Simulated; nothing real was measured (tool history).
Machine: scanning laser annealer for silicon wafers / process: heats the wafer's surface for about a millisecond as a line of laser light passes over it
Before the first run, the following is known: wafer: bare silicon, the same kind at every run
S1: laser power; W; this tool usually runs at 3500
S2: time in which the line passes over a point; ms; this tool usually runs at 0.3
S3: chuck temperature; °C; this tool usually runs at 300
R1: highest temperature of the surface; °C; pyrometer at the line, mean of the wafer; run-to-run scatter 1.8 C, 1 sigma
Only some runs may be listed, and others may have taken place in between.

run	hour	S1	S2	S3	R1
1	0	3500	0.3	300	1004
2	34.5	3500	0.3	300	1005
3	70.5	3500	0.3	300	1004
4	92.5	3500	0.3	300	1002
5	114.3	3500	0.3	303	1001
6	138.4	3500	0.3	303	998
7	158	3500	0.3	303	998
8	202.2	3500	0.3	303	996
9	241	3049	0.3	303	882
10	276	3049	0.3	303	880
11	311.5	3049	0.3	303	880
12	331.3	3500	0.3	300	986
13	353.7	3165	0.3	300	902
14	383.5	3326	0.3	300	936
15	425.4	3326	0.3	300	935
16	452.9	3500	0.281	300	957
# hour 462.6: window over the wafer cleaned
17	485.2	3500	0.281	300	999
18	512.5	3500	0.281	300	997
19	560.5	3500	0.281	300	994
# hour 567.8: optics aligned, line set to its width
20	592.6	3500	0.3	300	1017
21	629.2	3500	0.3	334	1047
22	649.5	3338	0.317	299	990
23	691.1	3395	0.3	316	997
24	739.1	3395	0.223	278	856
25	773.8	3383	0.223	276	853
# hour 792.8: optics aligned, line set to its width, once more
26	819	3373	0.223	312	888
27	865.9	3524	0.3	300	1008
28	891.9	3001	0.3	300	876
29	933.1	3428	0.3	300	981
30	969.7	3373	0.284	314	963
31	1013.6	3790	0.373	300	1163

Run 32 comes next. What will it give?
32	1053.7	3203	0.239	314	?

R1: 857 °C
If the tool had no hidden condition, the same run with the same run-to-run variation would have returned R1 884 °C.

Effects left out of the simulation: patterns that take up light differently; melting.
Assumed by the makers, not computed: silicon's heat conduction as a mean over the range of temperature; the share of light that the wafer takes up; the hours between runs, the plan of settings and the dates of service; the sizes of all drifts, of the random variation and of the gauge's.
